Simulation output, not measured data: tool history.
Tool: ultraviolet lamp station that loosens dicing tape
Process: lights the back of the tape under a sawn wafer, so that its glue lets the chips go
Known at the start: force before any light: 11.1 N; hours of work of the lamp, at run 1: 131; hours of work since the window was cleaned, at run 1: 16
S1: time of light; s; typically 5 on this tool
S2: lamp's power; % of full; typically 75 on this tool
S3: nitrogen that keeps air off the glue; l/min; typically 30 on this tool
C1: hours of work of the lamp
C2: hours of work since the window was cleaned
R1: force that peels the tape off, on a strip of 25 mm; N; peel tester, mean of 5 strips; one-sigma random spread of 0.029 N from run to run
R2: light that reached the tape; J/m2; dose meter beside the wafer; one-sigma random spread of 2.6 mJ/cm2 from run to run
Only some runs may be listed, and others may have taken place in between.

Run 1, hour 0: usual settings; C1 131; C2 16. Result: R1 1.795 N, R2 3130 J/m2.
Run 2, hour 7.8: usual settings but S3 10 l/min; C1 135; C2 19. Result: R1 3.4 N, R2 3120 J/m2.
Run 3, hour 15.9: usual settings but S3 10 l/min; C1 138; C2 23. Result: R1 3.341 N, R2 3090 J/m2.
Run 4, hour 20.4: usual settings but S3 9 l/min; C1 140; C2 25. Result: R1 3.599 N, R2 3080 J/m2.
Run 5, hour 28.5: usual settings; C1 144; C2 29. Result: R1 1.712 N, R2 3110 J/m2.
Run 6, hour 36.9: usual settings; C1 147; C2 32. Result: R1 1.794 N, R2 3090 J/m2.
Run 7, hour 42.1: usual settings; C1 150; C2 34. Result: R1 1.789 N, R2 3070 J/m2.
Run 8, hour 51.5: usual settings; C1 154; C2 39. Result: R1 1.775 N, R2 3030 J/m2.
Run 9, hour 57.9: usual settings but S1 6 s; C1 157; C2 41. Result: R1 1.295 N, R2 3650 J/m2.
Run 10, hour 64.3: usual settings but S1 6 s; C1 160; C2 44. Result: R1 1.255 N, R2 3650 J/m2.
Run 11, hour 68.4: usual settings but S2 62 % of full; C1 161; C2 46. Result: R1 2.42 N, R2 2490 J/m2.
Run 12, hour 75.5: usual settings but S2 71 % of full; C1 164; C2 49. Result: R1 2.002 N, R2 2880 J/m2.
Run 13, hour 81.1: usual settings but S2 71 % of full; C1 167; C2 52. Result: R1 1.947 N, R2 2850 J/m2.
Run 14, hour 88.7: usual settings but S3 59 l/min; C1 170; C2 55. Result: R1 1.173 N, R2 3010 J/m2.
Run 15, hour 92.8: usual settings but S3 59 l/min; C1 172; C2 57. Result: R1 1.167 N, R2 3010 J/m2.
Run 16, hour 98.7: usual settings but S3 59 l/min; C1 175; C2 59. Result: R1 1.204 N, R2 2960 J/m2.
Run 17, hour 102.9: usual settings; C1 176; C2 61. Result: R1 1.823 N, R2 3020 J/m2.
Run 18, hour 109.7: usual settings; C1 179; C2 64. Result: R1 1.872 N, R2 3000 J/m2.
Run 19, hour 117.9: usual settings; C1 183; C2 68. Result: R1 1.841 N, R2 3000 J/m2.
Run 20, hour 122.2: usual settings; C1 185; C2 70. Result: R1 1.838 N, R2 2990 J/m2.
Run 21, hour 129.5: usual settings but S1 2 s; C1 188; C2 73. Result: R1 5.354 N, R2 1180 J/m2.
Run 22, hour 134.9: usual settings but S1 2 s; C1 191; C2 75. Result: R1 5.293 N, R2 1170 J/m2.
Run 23, hour 140.3: usual settings but S1 2 s; C1 193; C2 78. Result: R1 5.48 N, R2 1170 J/m2.
Run 24, hour 146.5: usual settings but S1 7 s, S2 73 % of full, S3 15 l/min; C1 196; C2 80. Result: R1 1.832 N, R2 4030 J/m2.
Run 25, hour 153.2: usual settings but S1 3 s, S2 94 % of full, S3 10 l/min; C1 199; C2 83. Result: R1 4.658 N, R2 2220 J/m2.
Run 26, hour 159.5: usual settings but S1 6 s, S2 90 % of full, S3 44 l/min; C1 201; C2 86. Result: R1 0.67 N, R2 4210 J/m2.
Run 27, hour 163.8: usual settings but S1 6 s, S2 90 % of full, S3 44 l/min; C1 203; C2 88. Result: R1 0.635 N, R2 4230 J/m2.
Run 28, hour 170.3: usual settings but S1 3 s, S2 76 % of full, S3 38 l/min; C1 206; C2 91. Result: R1 3.374 N, R2 1780 J/m2.
Run 29, hour 179.2: usual settings but S1 3 s, S2 76 % of full, S3 38 l/min; C1 210; C2 95. Result: R1 3.425 N, R2 1790 J/m2.
Run 30, hour 184: usual settings but S1 2 s, S2 81 % of full; C1 212; C2 97. Result: R1 5.368 N, R2 1240 J/m2.
Run 31, hour 191.5: usual settings but S1 2 s, S2 81 % of full; C1 215; C2 100. Result: R1 5.102 N, R2 1220 J/m2.
Run 32, hour 200.4: usual settings but S1 8 s, S2 91 % of full, S3 25 l/min; C1 219; C2 104. Result: R1 0.529 N, R2 5630 J/m2.
Run 33, hour 205.1: usual settings but S1 6 s, S2 93 % of full, S3 38 l/min; C1 221; C2 106. Result: R1 0.714 N, R2 4320 J/m2.
Run 34, hour 213.8: usual settings but S1 4 s, S2 83 % of full; C1 225; C2 110. Result: R1 2.301 N, R2 2540 J/m2.
Run 35, hour 219.7: usual settings but S2 68 % of full, S3 10 l/min; C1 228; C2 113. Result: R1 4.023 N, R2 2630 J/m2.
Run 36, hour 226.9: usual settings but S1 3 s, S3 42 l/min; C1 231; C2 116. Result: R1 3.367 N, R2 1700 J/m2.
Run 37, hour 236.1: usual settings but S1 6 s, S2 72 % of full, S3 14 l/min; C1 235; C2 120. Result: R1 2.585 N, R2 3310 J/m2.
Run 38, hour 244.3: usual settings but S1 6 s, S2 72 % of full, S3 14 l/min; C1 239; C2 123. Result: R1 2.586 N, R2 3310 J/m2.
Run 39, hour 253: usual settings but S1 4 s, S2 88 % of full, S3 35 l/min; C1 242; C2 127. Result: R1 2.06 N, R2 2660 J/m2.
Run 40, hour 259.7: usual settings but S1 2 s, S2 88 % of full, S3 14 l/min; C1 245; C2 130. Result: R1 6.21 N, R2 1360 J/m2.
Run 41, hour 264.4: usual settings but S1 2 s, S2 88 % of full, S3 14 l/min; C1 247; C2 132. Result: R1 6.137 N, R2 1330 J/m2.
Run 42, hour 272.2: usual settings but S1 6 s, S2 88 % of full, S3 34 l/min; C1 251; C2 136. Result: R1 0.929 N, R2 3940 J/m2.
Run 43, hour 277.7: usual settings but S1 6 s, S2 88 % of full, S3 34 l/min; C1 253; C2 138. Result: R1 0.986 N, R2 3980 J/m2.

Each row is a separate what-if for the run after 43, all from the same tool condition, not one after another. Results?
Run A, hour 286.5: usual settings but S1 6 s, S2 67 % of full, S3 37 l/min; C1 257; C2 142. Result: R1 ?, R2 ?.
Run B, hour 286.5: usual settings but S1 2 s, S3 27 l/min; C1 257; C2 142. Result: R1 ?, R2 ?.
Run C, hour 286.5: usual settings but S1 6 s, S2 88 % of full, S3 9 l/min; C1 257; C2 142. Result: R1 ?, R2 ?.
Run D, hour 286.5: usual settings but S1 6 s, S2 83 % of full, S3 17 l/min; C1 257; C2 142. Result: R1 ?, R2 ?.
Run E, hour 286.5: usual settings but S1 4 s; C1 257; C2 142. Result: R1 ?, R2 ?.

run     R1    R2
  A  1.555  3010
  B  5.853  1160
  C  2.658  3970
  D  1.889  3750
  E  2.938  2260
Had the tool no hidden state, the same runs would have come out as:
run     R1    R2
  A  1.048  3660
  B  5.085  1400
  C  1.965  4820
  D  1.314  4560
  E  2.206  2750
